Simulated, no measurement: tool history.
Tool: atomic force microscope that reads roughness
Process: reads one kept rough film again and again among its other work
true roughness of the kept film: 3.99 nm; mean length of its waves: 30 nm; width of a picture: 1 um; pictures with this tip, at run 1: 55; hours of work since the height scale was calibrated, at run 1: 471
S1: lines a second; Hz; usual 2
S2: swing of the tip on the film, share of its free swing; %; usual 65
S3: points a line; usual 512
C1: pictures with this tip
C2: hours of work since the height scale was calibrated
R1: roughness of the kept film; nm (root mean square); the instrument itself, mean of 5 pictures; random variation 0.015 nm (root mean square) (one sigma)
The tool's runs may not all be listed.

run	day	S1	S2	S3	C1	C2	R1
1	0	2	65	512	55	471	3.468
2	0.467	3.73	65	512	67	480	3.345
# day 0.858: new tip fitted
3	1.379	3.73	65	512	15	495	3.342
4	2.217	3.73	65	512	37	510	3.318
5	2.85	3.73	65	512	54	521	3.355
6	3.525	3.73	65	512	73	533	3.322
# day 3.721: new tip fitted
7	3.983	3.73	65	512	7	541	3.352
8	4.858	3.73	65	512	31	556	3.338
9	5.488	2	71	374	48	567	3.422
10	6.054	2	71	374	63	577	3.375
# day 6.571: new tip fitted
11	6.846	1.75	57	312	7	591	3.529
12	7.304	2	63	623	20	599	3.521
13	8.117	1.57	71	610	42	613	3.479
14	8.525	1.57	71	610	52	621	3.469
15	9.183	2.92	74	737	70	632	3.276
# day 9.467: new tip fitted
16	10.008	2.92	74	737	15	646	3.28

4 ways to go on from here, each from the tool as it stands after run 16. What would each give?
A	10.671	1.94	57	737	33	658	?
B	10.671	1.61	85	512	33	658	?
C	10.671	2.5	74	737	33	658	?
D	10.671	2.92	74	416	33	658	?

run	R1
A	3.568
B	3.284
C	3.337
D	3.265
Without the tool's hidden state the same runs would have given:
run	R1
A	3.574
B	3.289
C	3.342
D	3.27

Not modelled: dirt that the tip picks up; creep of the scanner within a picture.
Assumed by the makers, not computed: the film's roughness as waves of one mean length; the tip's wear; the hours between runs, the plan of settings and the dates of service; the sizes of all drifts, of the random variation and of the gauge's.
